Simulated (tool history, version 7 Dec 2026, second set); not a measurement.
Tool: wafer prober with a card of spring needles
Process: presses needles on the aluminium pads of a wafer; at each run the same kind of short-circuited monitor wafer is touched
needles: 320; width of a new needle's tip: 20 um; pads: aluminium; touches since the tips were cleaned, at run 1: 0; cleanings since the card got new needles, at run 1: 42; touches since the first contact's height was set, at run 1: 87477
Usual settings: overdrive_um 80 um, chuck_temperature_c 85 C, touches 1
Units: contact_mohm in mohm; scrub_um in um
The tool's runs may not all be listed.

| run | hour | overdrive_um | chuck_temperature_c | touches | touches since the tips were cleaned | cleanings since the card got new needles | touches since the first contact's height was set | contact_mohm | scrub_um |
|---|---|---|---|---|---|---|---|---|---|
| 1 | 0 | 80 | 85 | 1 | 0 | 42 | 87477 | 274 | 15.27 |
|  | 17.4 | tips cleaned on abrasive film |
|  | 35.9 | tips cleaned on abrasive film |
| 2 | 44.7 | 80 | 85 | 1 | 2385 | 44 | 99546 | 386 | 15.33 |
|  | 55.5 | tips cleaned on abrasive film |
|  | 74.1 | tips cleaned on abrasive film |
| 3 | 75.2 | 80 | 85 | 1 | 313 | 46 | 107749 | 295 | 15.27 |
|  | 93.3 | tips cleaned on abrasive film |
|  | 112.6 | tips cleaned on abrasive film |
| 4 | 119.7 | 78 | 85 | 1 | 1939 | 48 | 119757 | 389 | 14.85 |
|  | 131.6 | tips cleaned on abrasive film |
|  | 149.4 | tips cleaned on abrasive film |
| 5 | 162 | 78 | 85 | 1 | 3411 | 50 | 131158 | 420 | 14.81 |
|  | 169.3 | tips cleaned on abrasive film |
| 6 | 181.8 | 80 | 85 | 1 | 3375 | 51 | 136480 | 410 | 15.17 |
|  | 188.1 | tips cleaned on abrasive film |
|  | 190.6 | height of the first contact set anew |
|  | 206.9 | tips cleaned on abrasive film |
| 7 | 212.8 | 80 | 75 | 2 | 1601 | 53 | 5999 | 324 | 14.99 |
|  | 225.3 | tips cleaned on abrasive film |
| 8 | 235.5 | 78 | 110 | 1 | 2755 | 54 | 12119 | 421 | 14.6 |
|  | 244.5 | tips cleaned on abrasive film |
|  | 262.4 | tips cleaned on abrasive film |
| 9 | 266.5 | 97 | 64 | 1 | 1100 | 56 | 20464 | 317 | 18.32 |
|  | 281.1 | tips cleaned on abrasive film |
|  | 299.7 | tips cleaned on abrasive film |
| 10 | 299.8 | 80 | 85 | 3 | 20 | 58 | 29433 | 274 | 15.02 |
|  | 308.4 | height of the first contact set anew, once more |
|  | 318.2 | tips cleaned on abrasive film |
|  | 337.3 | tips cleaned on abrasive film |
| 11 | 338.1 | 68 | 85 | 1 | 221 | 60 | 8002 | 312 | 13.18 |

5 ways to go on from here, each from the tool as it stands after run 11. What would each give?
|  | 356.4 | tips cleaned on abrasive film |
| A | 358 | 66 | 115 | 1 | 456 | 61 | 13378 | ? | ? |
|  | 356.4 | tips cleaned on abrasive film |
| B | 358 | 89 | 85 | 1 | 456 | 61 | 13378 | ? | ? |
|  | 356.4 | tips cleaned on abrasive film |
| C | 358 | 68 | 25 | 2 | 456 | 61 | 13378 | ? | ? |
|  | 356.4 | tips cleaned on abrasive film |
| D | 358 | 78 | 85 | 1 | 456 | 61 | 13378 | ? | ? |
|  | 356.4 | tips cleaned on abrasive film |
| E | 358 | 78 | 33 | 3 | 456 | 61 | 13378 | ? | ? |

| run | contact_mohm | scrub_um |
|---|---|---|
| A | 335 | 12.8 |
| B | 293 | 17.26 |
| C | 290 | 13.2 |
| D | 309 | 15.16 |
| E | 265 | 15.15 |
Without the tool's hidden state the same runs would have given:
| run | contact_mohm | scrub_um |
|---|---|---|
| A | 278 | 12.84 |
| B | 259 | 17.31 |
| C | 252 | 13.24 |
| D | 265 | 15.2 |
| E | 247 | 15.19 |
